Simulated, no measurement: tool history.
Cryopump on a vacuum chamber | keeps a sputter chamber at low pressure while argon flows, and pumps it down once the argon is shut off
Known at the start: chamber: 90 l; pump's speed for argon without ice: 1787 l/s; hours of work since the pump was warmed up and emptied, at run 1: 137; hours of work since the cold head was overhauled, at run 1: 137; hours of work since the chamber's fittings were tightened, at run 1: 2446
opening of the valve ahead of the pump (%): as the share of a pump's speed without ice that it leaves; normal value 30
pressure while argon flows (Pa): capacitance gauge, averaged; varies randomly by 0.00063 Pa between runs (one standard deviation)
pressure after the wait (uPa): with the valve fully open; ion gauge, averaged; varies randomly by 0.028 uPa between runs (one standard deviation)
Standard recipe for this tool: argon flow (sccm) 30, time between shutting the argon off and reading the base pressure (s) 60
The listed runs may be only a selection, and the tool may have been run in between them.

| run | hour | argon flow (sccm) | time between shutting the argon off and reading the base pressure (s) | opening of the valve ahead of the pump (%) | hours of work since the pump was warmed up and emptied | hours of work since the cold head was overhauled | hours of work since the chamber's fittings were tightened | pressure while argon flows (Pa) | pressure after the wait (uPa) |
|---|---|---|---|---|---|---|---|---|---|
| 1 | 0 | 30 | 60 | 30 | 137 | 137 | 2446 | 0.0954 | 1.91 |
| 2 | 11 | 30 | 60 | 22 | 143 | 143 | 2453 | 0.1314 | 2 |
| 3 | 21.5 | 30 | 60 | 30 | 149 | 149 | 2459 | 0.097 | 1.92 |
| 4 | 42.3 | 30 | 60 | 30 | 162 | 162 | 2472 | 0.0975 | 1.94 |
| 5 | 62.1 | 30 | 60 | 30 | 174 | 174 | 2483 | 0.0988 | 2.04 |
| 6 | 72.8 | 30 | 60 | 30 | 180 | 180 | 2490 | 0.0978 | 2 |
| 7 | 87.3 | 30 | 60 | 22 | 189 | 189 | 2498 | 0.1327 | 1.98 |
| 8 | 100.6 | 30 | 60 | 22 | 197 | 197 | 2506 | 0.1321 | 1.94 |
| 9 | 112.8 | 30 | 60 | 22 | 204 | 204 | 2514 | 0.1328 | 1.95 |
| 10 | 126 | 30 | 60 | 22 | 212 | 212 | 2521 | 0.1327 | 2.06 |
| 11 | 139.5 | 30 | 60 | 33 | 220 | 220 | 2530 | 0.091 | 2.03 |
| 12 | 154.8 | 30 | 60 | 44 | 229 | 229 | 2539 | 0.069 | 2.02 |
| 13 | 175.2 | 30 | 193 | 30 | 241 | 241 | 2551 | 0.0986 | 1.2 |
| 14 | 188.9 | 30 | 193 | 30 | 249 | 249 | 2559 | 0.099 | 1.25 |
| 15 | 212 | 30 | 193 | 30 | 263 | 263 | 2573 | 0.0998 | 1.21 |
| 16 | 227.5 | 38 | 99 | 16 | 272 | 272 | 2582 | 0.2301 | 1.62 |
| 17 | 242.8 | 38 | 267 | 39 | 281 | 281 | 2591 | 0.0988 | 1.13 |
| 18 | 258.7 | 38 | 267 | 39 | 291 | 291 | 2601 | 0.1004 | 1.19 |
| 19 | 279.2 | 30 | 36 | 30 | 303 | 303 | 2613 | 0.1006 | 2.92 |
| 20 | 291.1 | 30 | 295 | 32 | 310 | 310 | 2620 | 0.0952 | 1.15 |
| 21 | 307.7 | 37 | 60 | 25 | 320 | 320 | 2630 | 0.1474 | 2.11 |
| 22 | 324.5 | 37 | 60 | 25 | 330 | 330 | 2640 | 0.1502 | 2.11 |
| 23 | 337.8 | 15 | 20 | 25 | 338 | 338 | 2648 | 0.0604 | 4.38 |
| 24 | 352.3 | 56 | 32 | 15 | 347 | 347 | 2656 | 0.3662 | 3.08 |
| 25 | 367.2 | 30 | 242 | 32 | 356 | 356 | 2665 | 0.0955 | 1.28 |
| 26 | 385.9 | 30 | 242 | 32 | 367 | 367 | 2676 | 0.0958 | 1.33 |
| 27 | 410.9 | 30 | 242 | 32 | 382 | 382 | 2691 | 0.0962 | 1.27 |
| 28 | 431.9 | 30 | 81 | 43 | 394 | 394 | 2704 | 0.0734 | 1.93 |
| 29 | 448.3 | 30 | 56 | 49 | 404 | 404 | 2714 | 0.0663 | 2.26 |
| 30 | 467.9 | 13 | 52 | 43 | 416 | 416 | 2725 | 0.033 | 2.3 |

What if the next run were any one of these 4? Each begins from the tool's condition after run 30:
| A | 481.4 | 47 | 49 | 55 | 424 | 424 | 2733 | ? | ? |
| B | 481.4 | 30 | 61 | 30 | 424 | 424 | 2733 | ? | ? |
| C | 481.4 | 13 | 74 | 43 | 424 | 424 | 2733 | ? | ? |
| D | 481.4 | 30 | 107 | 23 | 424 | 424 | 2733 | ? | ? |

| run | pressure while argon flows (Pa) | pressure after the wait (uPa) |
|---|---|---|
| A | 0.0957 | 2.43 |
| B | 0.1038 | 2.27 |
| C | 0.0321 | 1.96 |
| D | 0.133 | 1.72 |
With no hidden state in the tool, these same runs would have given:
| run | pressure while argon flows (Pa) | pressure after the wait (uPa) |
|---|---|---|
| A | 0.0811 | 1.54 |
| B | 0.0946 | 1.36 |
| C | 0.0281 | 1.09 |
| D | 0.1237 | 0.82 |

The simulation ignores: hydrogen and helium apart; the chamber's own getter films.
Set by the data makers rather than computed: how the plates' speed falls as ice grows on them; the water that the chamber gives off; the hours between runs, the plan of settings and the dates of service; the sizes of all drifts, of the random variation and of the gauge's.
